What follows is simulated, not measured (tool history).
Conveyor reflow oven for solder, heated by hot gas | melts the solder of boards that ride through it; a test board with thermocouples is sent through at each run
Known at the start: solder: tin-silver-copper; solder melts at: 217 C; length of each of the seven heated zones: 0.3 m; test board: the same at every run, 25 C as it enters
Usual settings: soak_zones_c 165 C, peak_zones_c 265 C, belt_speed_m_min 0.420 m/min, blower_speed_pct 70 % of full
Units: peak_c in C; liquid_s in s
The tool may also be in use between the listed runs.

| run | day | soak_zones_c | peak_zones_c | belt_speed_m_min | blower_speed_pct | peak_c | liquid_s |
|---|---|---|---|---|---|---|---|
| 1 | 0.000 | 165 | 265 | 0.420 | 70 | 253.5 | 64.6 |
| 2 | 1.071 | 165 | 265 | 0.420 | 70 | 253.7 | 64.6 |
| 3 | 1.658 | 165 | 265 | 0.410 | 70 | 254.2 | 67.1 |
| 4 | 2.333 | 165 | 265 | 0.410 | 70 | 254.2 | 67.0 |
|  | 3.204 | flux residue cleaned out of gas plates and filters |
| 5 | 3.742 | 165 | 265 | 0.410 | 70 | 254.5 | 68.1 |
| 6 | 4.812 | 165 | 268 | 0.410 | 70 | 257.4 | 69.7 |
|  | 5.083 | belt drive overhauled, speed set with a stopwatch |
| 7 | 6.171 | 165 | 265 | 0.420 | 70 | 254.3 | 66.2 |
| 8 | 7.425 | 175 | 265 | 0.397 | 78 | 257.8 | 77.6 |
| 9 | 8.171 | 167 | 265 | 0.344 | 78 | 259.7 | 89.7 |
| 10 | 9.262 | 167 | 265 | 0.344 | 78 | 259.7 | 89.5 |
| 11 | 9.858 | 150 | 265 | 0.420 | 70 | 252.2 | 60.1 |
|  | 10.533 | belt drive overhauled, speed set with a stopwatch, once more |
| 12 | 10.583 | 150 | 265 | 0.420 | 70 | 250.4 | 56.2 |
| 13 | 11.567 | 174 | 256 | 0.420 | 70 | 246.5 | 60.5 |
| 14 | 12.233 | 175 | 256 | 0.411 | 70 | 247.1 | 63.0 |

The same runs without the tool's hidden state, with the same run-to-run variation:
The hidden state here: heat that the gas passes to the board, % of a clean oven's; belt's true speed, % of the reading; true gas temperature in zones 6 and 7 over the reading, C; drift of the gauge itself on peak_c, C; drift of the gauge itself on liquid_s, %.
| run | peak_c | liquid_s |
|---|---|---|
| 1 | 252.0 | 61.8 |
| 2 | 252.1 | 61.9 |
| 3 | 252.7 | 64.3 |
| 4 | 252.7 | 64.2 |
| 5 | 252.5 | 64.6 |
| 6 | 255.3 | 66.3 |
| 7 | 251.9 | 61.7 |
| 8 | 255.5 | 73.0 |
| 9 | 257.4 | 84.5 |
| 10 | 257.4 | 84.2 |
| 11 | 249.6 | 55.4 |
| 12 | 249.2 | 55.4 |
| 13 | 245.2 | 59.6 |
| 14 | 245.7 | 62.1 |
